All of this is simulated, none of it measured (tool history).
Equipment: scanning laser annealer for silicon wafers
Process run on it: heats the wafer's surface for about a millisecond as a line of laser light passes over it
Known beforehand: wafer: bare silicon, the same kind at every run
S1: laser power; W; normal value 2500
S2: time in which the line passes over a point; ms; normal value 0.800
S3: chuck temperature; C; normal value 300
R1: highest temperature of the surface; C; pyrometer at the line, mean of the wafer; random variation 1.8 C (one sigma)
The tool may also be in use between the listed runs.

run   hour    S1     S2   S3    R1
  1    0.0  2500  0.800  300  1019
  2    6.0  2500  0.800  300  1019
  3   14.6  2500  0.800  300  1019
  4   25.0  2500  0.800  317  1035
  5   31.3  2500  0.800  317  1035
  6   40.5  2500  0.800  317  1036
  7   49.1  2500  0.800  300  1022
  8   58.5  2500  0.800  266   984
  9   70.1  2500  0.913  266  1026
 10   79.5  2500  0.913  266  1029
 11   84.8  2500  0.913  266  1031
 12   92.1  2500  0.913  266  1028
 13  100.2  2500  0.800  300  1016
 14  110.9  2500  0.800  300  1013
 15  119.9  2500  0.800  300  1015
 16  130.1  2500  0.800  327  1041
 17  135.4  2500  0.800  327  1041
 18  147.2  2500  0.800  300  1018
 19  158.6  2729  0.800  300  1074
     162.4  -- laser's power meter calibrated
 20  172.6  2500  0.776  282   985
 21  182.3  2587  0.577  303   933
 22  192.6  2587  0.577  303   934
 23  200.1  2642  0.775  303  1042
 24  209.5  2551  0.638  303   955
 25  220.4  2334  0.856  279   968
     225.5  -- laser's power meter calibrated, once more
 26  235.8  2150  0.717  312   903
 27  243.9  2647  0.800  270  1023
 28  253.1  2141  0.800  300   920
 29  259.0  2421  0.800  300   993
 30  265.0  2536  0.732  266   959
 31  270.5  2500  0.800  275   992
 32  283.3  2500  0.800  275   986
 33  293.0  2703  0.800  300  1067
     299.4  -- window over the wafer cleaned
 34  304.6  2263  0.815  300   988
 35  314.4  2263  0.815  300   989
 36  325.3  2500  0.800  331  1079
 37  335.1  2670  0.718  300  1051
 38  345.6  2670  0.777  306  1084

Branching from run 38: 5 alternative next runs. What would each branch give?
  A  356.5  2500  0.800  266   ?
  B  356.5  2670  0.564  333   ?
  C  356.5  2500  0.610  261   ?
  D  356.5  2370  0.799  288   ?
  E  356.5  2670  0.657  306   ?

run    R1
  A  1012
  B  1005
  C   916
  D   999
  E  1031
Had the tool no hidden state, the same runs would have come out as:
run    R1
  A  1020
  B  1013
  C   923
  D  1008
  E  1039

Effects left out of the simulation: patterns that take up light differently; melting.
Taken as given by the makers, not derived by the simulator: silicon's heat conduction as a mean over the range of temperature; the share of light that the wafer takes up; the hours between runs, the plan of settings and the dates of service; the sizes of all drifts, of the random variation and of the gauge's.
